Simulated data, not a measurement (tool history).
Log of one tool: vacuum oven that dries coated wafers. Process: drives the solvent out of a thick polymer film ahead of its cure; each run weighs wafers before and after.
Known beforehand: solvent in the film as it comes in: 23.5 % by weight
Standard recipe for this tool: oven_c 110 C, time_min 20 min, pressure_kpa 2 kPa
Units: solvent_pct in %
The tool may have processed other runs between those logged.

run	hour	oven_c	time_min	pressure_kpa	solvent_pct
1	0	110	20	2	4.15
2	38.7	110	20	2	4.15
3	97.8	110	20	1.82	4.01
4	123	110	20	2	4.15
# hour 133.9: oven's thermocouples calibrated
5	174.6	110	20	2	4.13
6	222.9	110	20	2	4.18
7	267.9	110	20	2	4.11
8	310.2	110	20	2	4.17
9	344.5	110	20	2	4.17
10	389.5	110	20	2	4.15
11	438.3	97	20	1.98	8.66
12	493.3	118	21	7.58	5.46
13	533.6	101	10	1.32	11.09
14	589.2	102	17	1.8	7.66
15	618.9	102	17	1.8	7.63
16	643.6	124	20	4.78	2.87
17	689.4	100	11	2.63	11.64

4 ways to go on from here, each from the tool as it stands after run 17. What would each give?
A	716.9	110	30	4.63	?
B	716.9	99	11	2.63	?
C	716.9	123	11	2.63	?
D	716.9	123	28	1.11	?

run	solvent_pct
A	4.66
B	12.02
C	3.94
D	0.7
Take away the tool's hidden state, keep each run's random variation, and the runs would have read:
run	solvent_pct
A	4.67
B	12.03
C	3.94
D	0.7

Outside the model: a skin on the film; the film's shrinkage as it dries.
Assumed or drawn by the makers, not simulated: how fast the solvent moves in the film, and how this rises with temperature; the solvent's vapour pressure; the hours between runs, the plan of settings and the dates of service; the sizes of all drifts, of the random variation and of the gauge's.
